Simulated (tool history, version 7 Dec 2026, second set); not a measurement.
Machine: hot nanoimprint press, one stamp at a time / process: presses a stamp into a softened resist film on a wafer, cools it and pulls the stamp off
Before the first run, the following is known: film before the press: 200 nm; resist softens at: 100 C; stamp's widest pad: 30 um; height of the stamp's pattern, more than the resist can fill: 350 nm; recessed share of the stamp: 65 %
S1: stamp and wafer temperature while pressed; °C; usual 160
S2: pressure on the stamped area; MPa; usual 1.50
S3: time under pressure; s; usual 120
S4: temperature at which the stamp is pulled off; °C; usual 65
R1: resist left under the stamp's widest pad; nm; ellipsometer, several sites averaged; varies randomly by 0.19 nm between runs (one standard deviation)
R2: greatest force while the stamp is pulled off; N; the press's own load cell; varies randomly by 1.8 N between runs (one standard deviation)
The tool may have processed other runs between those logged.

run,hour,S1,S2,S3,S4,R1,R2
1,0.0,160,1.50,120,65,102.0,136
2,7.0,160,1.75,120,65,95.9,138
3,14.4,160,1.50,120,65,101.8,135
4,24.1,160,0.91,120,65,121.9,134
5,30.1,160,1.50,120,56,102.1,145
6,35.9,160,1.50,120,70,102.1,130
7,45.3,160,1.50,120,70,102.6,128
8,51.0,160,1.50,120,60,102.4,143
9,60.3,160,1.50,120,60,102.4,143
10,65.8,160,1.50,120,65,102.1,137
11,75.8,160,1.50,120,53,102.5,150
12,83.0,160,1.50,120,65,102.7,138
13,88.6,160,1.46,120,65,103.7,134
14,95.4,160,1.46,120,65,103.7,134
15,104.4,160,1.46,120,65,104.2,138
16,113.1,160,1.50,99,51,110.3,155
17,122.8,160,1.50,99,51,110.6,152
18,127.2,160,0.94,120,51,121.8,152
19,133.7,160,1.08,101,65,123.3,136
20,141.3,169,1.17,214,59,50.1,146
21,149.2,162,1.50,120,58,91.6,145
22,158.8,149,1.04,165,66,172.8,138
23,164.9,153,1.04,206,55,143.2,147
24,171.1,160,1.43,120,60,105.3,144
25,181.1,160,1.43,120,60,105.5,143
26,188.1,160,1.10,91,60,126.8,141
27,192.5,160,1.10,89,60,128.3,143
28,197.8,160,1.81,120,65,96.5,137
29,205.5,160,1.81,120,65,96.7,141

4 options for the next run, each taken on its own from the tool as it stands now. Forecast them:
A,214.5,167,1.50,137,65,?,?
B,214.5,160,2.10,131,59,?,?
C,214.5,160,1.95,120,65,?,?
D,214.5,160,2.14,206,65,?,?

run,R1,R2
A,62.7,137
B,88.1,144
C,93.9,138
D,72.1,136
Without the tool's hidden state the same runs would have given:
run,R1,R2
A,61.2,137
B,86.1,144
C,91.8,137
D,70.5,136
